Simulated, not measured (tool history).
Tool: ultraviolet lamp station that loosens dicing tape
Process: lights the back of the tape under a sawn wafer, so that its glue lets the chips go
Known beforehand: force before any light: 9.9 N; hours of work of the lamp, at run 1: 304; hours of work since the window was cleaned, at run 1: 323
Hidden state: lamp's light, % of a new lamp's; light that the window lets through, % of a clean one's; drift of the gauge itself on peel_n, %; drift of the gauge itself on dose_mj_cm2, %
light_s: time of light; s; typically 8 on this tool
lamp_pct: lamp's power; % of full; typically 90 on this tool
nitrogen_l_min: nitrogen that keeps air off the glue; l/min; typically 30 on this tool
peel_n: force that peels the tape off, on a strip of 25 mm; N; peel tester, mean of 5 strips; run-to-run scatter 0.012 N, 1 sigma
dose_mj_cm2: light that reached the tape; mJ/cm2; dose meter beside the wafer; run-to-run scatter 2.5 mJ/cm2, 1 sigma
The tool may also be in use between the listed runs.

run	hour	light_s	lamp_pct	nitrogen_l_min	hours of work of the lamp	hours of work since the window was cleaned	peel_n	dose_mj_cm2
1	0	8	90	30	304	323	0.953	242
2	16.6	8	63	30	316	334	1.872	171
3	33.2	8	63	30	327	346	1.825	163
4	52	8	86	30	340	359	1.102	224
5	68.1	8	86	30	351	370	1.115	223
6	82.7	7	63	11	361	380	3.952	143
7	94.1	8	67	15	369	388	2.633	172
# hour 96.3: window cleaned of glue's vapour
8	105.4	8	67	15	377	6	2.776	163
9	113.6	8	90	30	382	12	1.127	222
10	127	8	90	30	391	21	1.142	218

What if the next run were any one of these 4? Each begins from the tool's condition after run 10:
A	139	8	98	38	400	29	?	?
B	139	6	60	32	400	29	?	?
C	139	8	90	15	400	29	?	?
D	139	6	87	23	400	29	?	?

run	peel_n	dose_mj_cm2
A	0.801	239
B	3.292	108
C	1.922	219
D	2.33	157
Take away the tool's hidden state, keep each run's random variation, and the runs would have read:
run	peel_n	dose_mj_cm2
A	0.378	333
B	2.134	152
C	1.059	305
D	1.368	220

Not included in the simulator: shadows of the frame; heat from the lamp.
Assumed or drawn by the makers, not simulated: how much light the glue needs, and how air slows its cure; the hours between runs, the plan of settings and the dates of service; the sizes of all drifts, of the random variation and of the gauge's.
